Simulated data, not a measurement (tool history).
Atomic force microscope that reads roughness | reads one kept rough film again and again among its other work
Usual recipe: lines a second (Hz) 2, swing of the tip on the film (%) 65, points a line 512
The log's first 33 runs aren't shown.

run    hour  lines a second (Hz)  swing of the tip on the film (%)  points a line  pictures with this tip  hours of work since the height scale was calibrated  roughness of the kept film (nm (root mean square))
 34  1509.8                 0.74                                79            652                     128                                                  986                                               3.953
     1550.1  -- new tip fitted
 35  1560.5                 0.74                                56            293                      22                                                 1017                                               4.002
 36  1593.8                 0.74                                56            293                      95                                                 1038                                               3.948
 37  1625.5                 0.74                                56            293                     163                                                 1058                                               3.981
     1651.1  -- new tip fitted
 38  1660.5                 0.74                                56            293                      20                                                 1079                                               3.982
 39  1703.4                  3.7                                55            306                     113                                                 1106                                               3.938
 40  1743.6                 3.71                                65            474                     200                                                 1131                                               3.833
     1749.9  -- new tip fitted
 41  1799.3                 3.71                                65            474                     107                                                 1166                                               3.822
     1849.5  -- new tip fitted
 42    1850                    2                                76            783                       1                                                 1197                                                3.85
 43  1876.7                 0.69                                65            660                      59                                                 1214                                               3.963
 44  1924.6                 3.21                                87            660                     163                                                 1244                                               3.574
       1950  -- new tip fitted
 45    1983                 1.63                                69            660                      71                                                 1280                                               3.927
 46  2012.2                 2.14                                56            329                     135                                                 1298                                               3.934
     2047.9  -- new tip fitted
 47    2068                 0.83                                56            329                      44                                                 1333                                                3.99
 48  2112.6                 0.83                                77            329                     140                                                 1360                                               3.925
     2146.3  -- new tip fitted
 49  2176.8                 0.83                                56            768                      66                                                 1400                                                3.99
 50  2228.6                  2.9                                73            351                     179                                                 1433                                               3.806

Predict the results of run 51:
     2249  -- new tip fitted
 51  2284                  2.9                                73            351                      76                                                 1467                                                   ?

roughness of the kept film (nm (root mean square)): 3.815
Were there no unlogged condition in the tool, this run, its random variation unchanged, would have produced roughness of the kept film (nm (root mean square)) 3.824.
